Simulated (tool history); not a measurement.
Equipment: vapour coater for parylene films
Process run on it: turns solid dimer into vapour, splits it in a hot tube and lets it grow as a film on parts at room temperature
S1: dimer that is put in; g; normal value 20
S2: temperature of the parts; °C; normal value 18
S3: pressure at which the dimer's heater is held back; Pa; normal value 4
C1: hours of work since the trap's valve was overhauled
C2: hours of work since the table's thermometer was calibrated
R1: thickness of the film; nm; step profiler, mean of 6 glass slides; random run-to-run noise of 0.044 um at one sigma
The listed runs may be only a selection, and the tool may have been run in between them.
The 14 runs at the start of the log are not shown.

run 15 hour=254 | S1=29 S2=12 S3=4 | C1=72 C2=291 | R1=8290
run 16 hour=278.6 | S1=29 S2=12 S3=4 | C1=90 C2=309 | R1=8140
run 17 hour=292.7 | S1=29 S2=12 S3=4 | C1=100 C2=320 | R1=8210
run 18 hour=307.7 | S1=29 S2=12 S3=4 | C1=111 C2=331 | R1=8210
run 19 hour=333.5 | S1=29 S2=12 S3=4 | C1=130 C2=350 | R1=8040
run 20 hour=357.6 | S1=29 S2=12 S3=4 | C1=148 C2=368 | R1=7880
run 21 hour=371.7 | S1=29 S2=12 S3=4 | C1=158 C2=378 | R1=7890
run 22 hour=391.7 | S1=29 S2=28 S3=4 | C1=173 C2=393 | R1=4060
run 23 hour=415 | S1=9 S2=16 S3=6.96 | C1=190 C2=410 | R1=2080
run 24 hour=428.3 | S1=33 S2=16 S3=8.73 | C1=200 C2=420 | R1=7520
run 25 hour=451.3 | S1=18 S2=18 S3=3.4 | C1=217 C2=437 | R1=3970
run 26 hour=477.7 | S1=18 S2=18 S3=3.4 | C1=237 C2=456 | R1=3770
run 27 hour=492.1 | S1=9 S2=20 S3=2.51 | C1=247 C2=467 | R1=1770
run 28 hour=516.8 | S1=12 S2=12 S3=5.54 | C1=266 C2=485 | R1=3020
run 29 hour=529.9 | S1=8 S2=12 S3=2.08 | C1=275 C2=495 | R1=2040
run 30 hour=547.7 | S1=8 S2=15 S3=8.4 | C1=288 C2=508 | R1=1850
-- hour=564.4 trap's valve overhauled
run 31 hour=579.1 | S1=8 S2=15 S3=8.4 | C1=11 C2=528 | R1=2130
run 32 hour=594.4 | S1=15 S2=21 S3=2.93 | C1=22 C2=539 | R1=3090
run 33 hour=608.8 | S1=16 S2=21 S3=2.13 | C1=33 C2=550 | R1=3400
run 34 hour=636.7 | S1=25 S2=20 S3=10.08 | C1=53 C2=571 | R1=5030
run 35 hour=654.8 | S1=25 S2=20 S3=10.08 | C1=67 C2=584 | R1=5090
run 36 hour=670.5 | S1=27 S2=16 S3=6 | C1=78 C2=596 | R1=6820
run 37 hour=689.1 | S1=13 S2=15 S3=7.07 | C1=92 C2=609 | R1=3290

Run 38 has not been measured yet. What should we expect?
run 38 hour=716.3 | S1=8 S2=15 S3=7.07 | C1=112 C2=629 | R1=?

{"run 38": {"R1": 2060}}
On a tool with no hidden condition, and with the same random variation, this run would have come out at R1 2210 nm.

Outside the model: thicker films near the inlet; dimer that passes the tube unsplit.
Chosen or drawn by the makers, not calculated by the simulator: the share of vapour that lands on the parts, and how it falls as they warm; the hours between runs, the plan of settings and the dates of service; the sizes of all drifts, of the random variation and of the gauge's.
